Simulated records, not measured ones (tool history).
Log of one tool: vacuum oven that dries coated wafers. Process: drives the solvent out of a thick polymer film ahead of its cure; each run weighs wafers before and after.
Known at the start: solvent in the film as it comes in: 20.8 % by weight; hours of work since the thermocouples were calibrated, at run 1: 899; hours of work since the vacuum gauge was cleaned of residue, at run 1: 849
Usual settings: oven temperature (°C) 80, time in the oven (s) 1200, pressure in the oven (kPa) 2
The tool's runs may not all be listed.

run,day,oven temperature (°C),time in the oven (s),pressure in the oven (kPa),hours of work since the thermocouples were calibrated,hours of work since the vacuum gauge was cleaned of residue,solvent left in the film (%)
1,0,80,1200,2,899,849,1.55
2,3.225,80,1200,2,953,903,1.49
3,5.483,80,1200,2,990,940,1.53
4,8.838,80,1200,6.77,1046,996,3.75
5,11.029,80,1200,2,1082,1032,1.52
6,13.021,80,1200,2,1115,1065,1.5
7,15.708,80,1200,2,1160,1110,1.52
8,17.604,80,1200,2,1191,1141,1.51
9,19.762,80,1200,2,1227,1177,1.5
10,22.954,80,1200,2,1280,1230,1.5
11,25.871,80,1200,2,1328,1278,1.5
12,28.675,80,1200,2,1375,1325,1.54
13,30.8,80,1200,2,1410,1360,1.44
14,34.4,80,1500,2,1470,1420,1.25

The next listed run, before its measurement:
15,37.208,75,660,4.59,1516,1466,?

{"run 15": {"solvent left in the film (%)": 6.07}}
Without the tool's hidden state the same run would have given solvent left in the film (%) 6.46.

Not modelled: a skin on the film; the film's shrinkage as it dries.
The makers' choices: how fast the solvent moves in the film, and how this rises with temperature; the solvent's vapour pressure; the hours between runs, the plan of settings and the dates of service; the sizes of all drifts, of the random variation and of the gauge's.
